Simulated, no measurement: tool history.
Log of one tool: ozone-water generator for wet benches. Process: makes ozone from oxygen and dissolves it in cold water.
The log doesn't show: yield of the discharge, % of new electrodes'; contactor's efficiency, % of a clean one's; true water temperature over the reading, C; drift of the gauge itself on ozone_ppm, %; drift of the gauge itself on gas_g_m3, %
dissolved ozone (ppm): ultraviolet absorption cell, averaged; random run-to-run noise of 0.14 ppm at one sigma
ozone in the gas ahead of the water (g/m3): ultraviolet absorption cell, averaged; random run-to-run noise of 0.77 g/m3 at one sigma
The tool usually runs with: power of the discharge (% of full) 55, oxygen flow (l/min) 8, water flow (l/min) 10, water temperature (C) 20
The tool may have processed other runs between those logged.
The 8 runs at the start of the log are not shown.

run    hour  power of the discharge (% of full)  oxygen flow (l/min)  water flow (l/min)  water temperature (C)  hours of work since the electrodes were changed  hours of work since the contactor was cleaned  hours of work since the thermometer was calibrated  dissolved ozone (ppm)  ozone in the gas ahead of the water (g/m3)
  9   386.2                                  55                    8                  10                     17                                              394                                           2269                                                1158                   17.2                                       114.9
 10   440.3                                  55                    8                  10                     20                                              435                                           2310                                                1199                   15.9                                       114.2
 11     493                                  55                    8                  10                     20                                              475                                           2350                                                1239                     16                                       114.7
 12   527.3                                  55                    8                   9                     20                                              501                                           2376                                                1265                     17                                       115.3
      531.9  -- water thermometer calibrated
 13   564.4                                  55                    8                   9                     20                                              529                                           2404                                                  25                     17                                         114
 14   622.5                                  55                    8                   9                     20                                              573                                           2448                                                  69                   16.5                                       114.5
 15   689.9                                  55                11.88                  10                     20                                              624                                           2499                                                 120                   14.6                                        94.9
 16   741.3                                  55                11.88                  10                     20                                              663                                           2538                                                 159                   14.7                                        94.7
 17   788.3                                  55                12.06                  10                     20                                              699                                           2574                                                 194                   14.3                                        93.1
      818.4  -- water thermometer calibrated, once more
 18   835.3                                  55                12.06                  10                     20                                              734                                           2609                                                  13                   14.5                                        95.1
 19   890.7                                  65                 4.56                   7                     19                                              776                                           2651                                                  55                   24.3                                       165.8
 20   935.8                                  55                 6.89                  10                     24                                              810                                           2685                                                  89                   14.9                                       120.7
 21   986.7                                  74                 8.83                  10                     26                                              849                                           2724                                                 128                   16.7                                       134.4
 22  1022.1                                  55                  6.8                  12                     20                                              875                                           2751                                                 154                   14.4                                       120.8
 23  1072.4                                  80                    8                  10                     20                                              914                                           2789                                                 193                     21                                       150.5
 24  1104.2                                  67                 4.29                  10                     20                                              938                                           2813                                                 217                   19.6                                       172.5
 25  1172.4                                  55                 6.21                  15                     20                                              989                                           2865                                                 268                   12.3                                       126.8
 26    1240                                  45                12.54                  10                     20                                             1041                                           2916                                                 320                   11.9                                        78.6
 27  1284.2                                  74                 9.31                   9                     14                                             1074                                           2949                                                 353                   23.1                                       130.5
 28  1323.3                                  55                    8                  10                     23                                             1104                                           2979                                                 383                   14.6                                       112.1
 29  1390.4                                  55                    8                  10                     23                                             1155                                           3030                                                 434                   14.3                                       112.5
 30  1419.5                                  75                13.97                  12                     12                                             1177                                           3052                                                 456                     19                                       110.7
 31  1454.3                                  57                 10.2                   7                     13                                             1203                                           3078                                                 482                   21.3                                       102.2
 32  1512.5                                  57                 10.2                   7                     13                                             1247                                           3123                                                 526                   21.6                                       102.9
 33  1551.7                                  57                 10.2                   7                     13                                             1277                                           3152                                                 556                   21.2                                         101

Forecast each of these 3 alternatives for the next run:
  A  1618.3                                  49                 10.2                   7                     22                                             1328                                           3203                                                 607                      ?                                           ?
  B  1618.3                                  72                 4.18                   6                     20                                             1328                                           3203                                                 607                      ?                                           ?
  C  1618.3                                  55                11.28                  11                     25                                             1328                                           3203                                                 607                      ?                                           ?

run  dissolved ozone (ppm)  ozone in the gas ahead of the water (g/m3)
  A                     15                                        91.9
  B                   27.8                                       181.6
  C                     12                                        95.4
Had the tool no hidden state, the same runs would have come out as:
run  dissolved ozone (ppm)  ozone in the gas ahead of the water (g/m3)
  A                   16.6                                        95.4
  B                   31.1                                       191.6
  C                   13.5                                        99.6
